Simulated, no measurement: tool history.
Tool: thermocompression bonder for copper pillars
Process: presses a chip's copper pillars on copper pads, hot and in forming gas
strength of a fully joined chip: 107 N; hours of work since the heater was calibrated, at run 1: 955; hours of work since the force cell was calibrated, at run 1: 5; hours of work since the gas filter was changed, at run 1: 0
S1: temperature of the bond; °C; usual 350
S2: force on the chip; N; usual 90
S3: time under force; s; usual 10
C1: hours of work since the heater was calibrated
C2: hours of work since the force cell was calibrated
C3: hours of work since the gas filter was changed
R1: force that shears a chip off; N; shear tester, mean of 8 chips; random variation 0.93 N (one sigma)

{"run": 1, "day": 0.0, "S1": 350, "S2": 90, "S3": 10, "C1": 955, "C2": 5, "C3": 0, "R1": 79.0}
{"run": 2, "day": 0.504, "S1": 350, "S2": 90, "S3": 17, "C1": 960, "C2": 10, "C3": 5, "R1": 86.2}
{"run": 3, "day": 0.988, "S1": 350, "S2": 90, "S3": 17, "C1": 965, "C2": 15, "C3": 10, "R1": 88.3}
{"run": 4, "day": 1.442, "S1": 350, "S2": 90, "S3": 10, "C1": 970, "C2": 20, "C3": 15, "R1": 78.8}
{"run": 5, "day": 1.833, "S1": 350, "S2": 90, "S3": 10, "C1": 974, "C2": 24, "C3": 19, "R1": 78.5}
{"run": 6, "day": 2.329, "S1": 350, "S2": 90, "S3": 10, "C1": 979, "C2": 29, "C3": 24, "R1": 77.5}
{"run": 7, "day": 3.029, "S1": 360, "S2": 90, "S3": 10, "C1": 986, "C2": 36, "C3": 31, "R1": 83.5}
{"run": 8, "day": 3.475, "S1": 360, "S2": 90, "S3": 10, "C1": 991, "C2": 41, "C3": 36, "R1": 82.1}
{"run": 9, "day": 3.992, "S1": 365, "S2": 90, "S3": 10, "C1": 996, "C2": 46, "C3": 41, "R1": 85.8}
{"run": 10, "day": 4.458, "S1": 350, "S2": 90, "S3": 10, "C1": 1001, "C2": 51, "C3": 46, "R1": 80.1}
{"run": 11, "day": 5.142, "S1": 350, "S2": 90, "S3": 10, "C1": 1008, "C2": 58, "C3": 53, "R1": 79.2}
{"run": 12, "day": 5.625, "S1": 350, "S2": 90, "S3": 10, "C1": 1013, "C2": 63, "C3": 58, "R1": 79.0}
{"run": 13, "day": 6.312, "S1": 350, "S2": 90, "S3": 10, "C1": 1020, "C2": 70, "C3": 65, "R1": 79.3}
{"run": 14, "day": 6.696, "S1": 327, "S2": 90, "S3": 9, "C1": 1024, "C2": 74, "C3": 69, "R1": 62.5}
{"run": 15, "day": 7.212, "S1": 327, "S2": 90, "S3": 9, "C1": 1030, "C2": 79, "C3": 74, "R1": 61.9}
{"run": 16, "day": 7.571, "S1": 337, "S2": 90, "S3": 8, "C1": 1033, "C2": 83, "C3": 78, "R1": 68.9}
{"run": 17, "day": 7.925, "S1": 344, "S2": 106, "S3": 11, "C1": 1037, "C2": 87, "C3": 82, "R1": 84.8}
{"run": 18, "day": 8.371, "S1": 331, "S2": 90, "S3": 20, "C1": 1042, "C2": 91, "C3": 86, "R1": 81.1}
{"run": 19, "day": 8.862, "S1": 343, "S2": 72, "S3": 14, "C1": 1047, "C2": 96, "C3": 92, "R1": 70.9}
{"run": 20, "day": 9.475, "S1": 361, "S2": 97, "S3": 7, "C1": 1053, "C2": 103, "C3": 98, "R1": 79.7}
{"run": 21, "day": 10.138, "S1": 361, "S2": 97, "S3": 7, "C1": 1060, "C2": 110, "C3": 105, "R1": 81.3}

3 ways to go on from here, each from the tool as it stands after run 21. What would each give?
{"run": "A", "day": 10.467, "S1": 351, "S2": 90, "S3": 27, "C1": 1063, "C2": 113, "C3": 108, "R1": "?"}
{"run": "B", "day": 10.467, "S1": 360, "S2": 123, "S3": 19, "C1": 1063, "C2": 113, "C3": 108, "R1": "?"}
{"run": "C", "day": 10.467, "S1": 378, "S2": 90, "S3": 10, "C1": 1063, "C2": 113, "C3": 108, "R1": "?"}

run=A R1=95.5
run=B R1=101.2
run=C R1=91.1
Without the tool's hidden state the same runs would have given:
run=A R1=95.4
run=B R1=101.3
run=C R1=91.0
